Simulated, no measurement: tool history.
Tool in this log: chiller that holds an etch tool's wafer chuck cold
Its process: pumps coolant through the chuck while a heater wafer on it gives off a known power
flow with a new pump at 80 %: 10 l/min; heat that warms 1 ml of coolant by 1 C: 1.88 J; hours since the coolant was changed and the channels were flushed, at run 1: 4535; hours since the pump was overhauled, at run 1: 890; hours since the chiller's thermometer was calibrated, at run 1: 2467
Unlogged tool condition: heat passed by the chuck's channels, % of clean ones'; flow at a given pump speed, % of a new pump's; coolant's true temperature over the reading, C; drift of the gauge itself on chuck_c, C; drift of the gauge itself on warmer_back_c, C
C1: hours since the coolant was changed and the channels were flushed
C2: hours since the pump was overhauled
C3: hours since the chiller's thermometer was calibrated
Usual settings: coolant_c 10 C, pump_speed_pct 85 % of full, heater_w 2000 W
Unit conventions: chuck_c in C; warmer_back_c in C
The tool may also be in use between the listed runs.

Run 1, hour 0: usual settings; C1 4535; C2 890; C3 2467. Result: chuck_c 26.1 C, warmer_back_c 6.06 C.
Run 2, hour 24.9: usual settings; C1 4560; C2 915; C3 2492. Result: chuck_c 26.1 C, warmer_back_c 6.15 C.
Run 3, hour 55.7: usual settings; C1 4591; C2 946; C3 2523. Result: chuck_c 26.1 C, warmer_back_c 6.06 C.
Run 4, hour 91.9: usual settings but pump_speed_pct 74 % of full; C1 4627; C2 982; C3 2559. Result: chuck_c 27.3 C, warmer_back_c 6.96 C.
Run 5, hour 118.5: usual settings but pump_speed_pct 74 % of full; C1 4654; C2 1009; C3 2586. Result: chuck_c 27.2 C, warmer_back_c 6.97 C.
Run 6, hour 140.4: usual settings but pump_speed_pct 74 % of full; C1 4676; C2 1031; C3 2607. Result: chuck_c 27.3 C, warmer_back_c 7.06 C.
Run 7, hour 176.3: usual settings but pump_speed_pct 74 % of full; C1 4712; C2 1067; C3 2643. Result: chuck_c 27.3 C, warmer_back_c 7 C.
Run 8, hour 201.1: usual settings but pump_speed_pct 74 % of full; C1 4736; C2 1091; C3 2668. Result: chuck_c 27.1 C, warmer_back_c 7.06 C.
Run 9, hour 223.9: usual settings but pump_speed_pct 74 % of full; C1 4759; C2 1114; C3 2691. Result: chuck_c 27.3 C, warmer_back_c 6.98 C.
Run 10, hour 259.4: usual settings but pump_speed_pct 74 % of full; C1 4795; C2 1150; C3 2726. Result: chuck_c 27.5 C, warmer_back_c 6.96 C.
Run 11, hour 287.5: usual settings but pump_speed_pct 74 % of full; C1 4823; C2 1178; C3 2755. Result: chuck_c 27.4 C, warmer_back_c 7 C.
Run 12, hour 308.7: usual settings but pump_speed_pct 74 % of full; C1 4844; C2 1199; C3 2776. Result: chuck_c 27.6 C, warmer_back_c 6.98 C.
Run 13, hour 336.3: usual settings; C1 4872; C2 1227; C3 2803. Result: chuck_c 26.1 C, warmer_back_c 6.16 C.
Run 14, hour 366: usual settings but pump_speed_pct 62 % of full; C1 4901; C2 1256; C3 2833. Result: chuck_c 29.2 C, warmer_back_c 8.31 C.
Run 15, hour 395.4: usual settings; C1 4931; C2 1286; C3 2862. Result: chuck_c 26.2 C, warmer_back_c 6.15 C.
Run 16, hour 426.6: usual settings; C1 4962; C2 1317; C3 2894. Result: chuck_c 26.1 C, warmer_back_c 6.16 C.
Run 17, hour 461.2: usual settings but coolant_c 6 C, pump_speed_pct 68 % of full, heater_w 2835 W; C1 4996; C2 1352; C3 2928. Result: chuck_c 31.8 C, warmer_back_c 10.82 C.
At hour 473.9: chiller's thermometer calibrated.
Run 18, hour 481.3: usual settings but coolant_c 9 C, pump_speed_pct 61 % of full, heater_w 1717 W; C1 5016; C2 1371; C3 7. Result: chuck_c 25.3 C, warmer_back_c 7.29 C.
Run 19, hour 512.3: usual settings but coolant_c 0 C, pump_speed_pct 61 % of full, heater_w 1717 W; C1 5046; C2 1402; C3 38. Result: chuck_c 16.5 C, warmer_back_c 7.27 C.
Run 20, hour 527.4: usual settings but coolant_c 4 C, pump_speed_pct 73 % of full, heater_w 1065 W; C1 5062; C2 1417; C3 53. Result: chuck_c 13.4 C, warmer_back_c 3.82 C.
Run 21, hour 562.9: usual settings but coolant_c 4 C, pump_speed_pct 73 % of full, heater_w 1065 W; C1 5097; C2 1452; C3 89. Result: chuck_c 13.1 C, warmer_back_c 3.81 C.
Run 22, hour 580.9: usual settings but coolant_c 12 C, pump_speed_pct 70 % of full, heater_w 1199 W; C1 5115; C2 1470; C3 107. Result: chuck_c 22.7 C, warmer_back_c 4.44 C.
Run 23, hour 604.1: usual settings but pump_speed_pct 65 % of full; C1 5138; C2 1493; C3 130. Result: chuck_c 28.5 C, warmer_back_c 7.96 C.
Run 24, hour 639.3: usual settings but pump_speed_pct 62 % of full, heater_w 1795 W; C1 5174; C2 1529; C3 165. Result: chuck_c 26.9 C, warmer_back_c 7.48 C.
Run 25, hour 671.3: usual settings but coolant_c 8 C, pump_speed_pct 78 % of full, heater_w 1137 W; C1 5206; C2 1561; C3 197. Result: chuck_c 17.6 C, warmer_back_c 3.82 C.
Run 26, hour 699.5: usual settings but pump_speed_pct 89 % of full; C1 5234; C2 1589; C3 226. Result: chuck_c 25.5 C, warmer_back_c 5.9 C.
Run 27, hour 727.6: usual settings but heater_w 1188 W; C1 5262; C2 1617; C3 254. Result: chuck_c 19.4 C, warmer_back_c 3.68 C.
Run 28, hour 752.2: usual settings but heater_w 1188 W; C1 5286; C2 1642; C3 278. Result: chuck_c 19.5 C, warmer_back_c 3.7 C.
Run 29, hour 788.3: usual settings but coolant_c 19 C, pump_speed_pct 88 % of full, heater_w 2090 W; C1 5323; C2 1678; C3 314. Result: chuck_c 35.5 C, warmer_back_c 6.21 C.
Run 30, hour 805.2: usual settings but coolant_c 17 C, heater_w 1238 W; C1 5339; C2 1695; C3 331. Result: chuck_c 27 C, warmer_back_c 3.82 C.
Run 31, hour 831.7: usual settings but coolant_c 6 C, pump_speed_pct 77 % of full, heater_w 2820 W; C1 5366; C2 1721; C3 358. Result: chuck_c 29.9 C, warmer_back_c 9.54 C.

Forecast each of these 3 alternatives for the next run:
Run A, hour 855.1: usual settings but coolant_c 8 C, heater_w 1603 W; C1 5389; C2 1745; C3 381. Result: chuck_c ?, warmer_back_c ?.
Run B, hour 855.1: usual settings but coolant_c 18 C, pump_speed_pct 77 % of full, heater_w 2820 W; C1 5389; C2 1745; C3 381. Result: chuck_c ?, warmer_back_c ?.
Run C, hour 855.1: usual settings but pump_speed_pct 67 % of full; C1 5389; C2 1745; C3 381. Result: chuck_c ?, warmer_back_c ?.

run  chuck_c  warmer_back_c
  A     21.1           4.96
  B     41.9           9.52
  C     28.6           7.83
The same runs, with their run-to-run variation unchanged, on a tool lacking any hidden condition would have given:
run  chuck_c  warmer_back_c
  A     19.4           4.85
  B     38.9           9.31
  C     26.4           7.66

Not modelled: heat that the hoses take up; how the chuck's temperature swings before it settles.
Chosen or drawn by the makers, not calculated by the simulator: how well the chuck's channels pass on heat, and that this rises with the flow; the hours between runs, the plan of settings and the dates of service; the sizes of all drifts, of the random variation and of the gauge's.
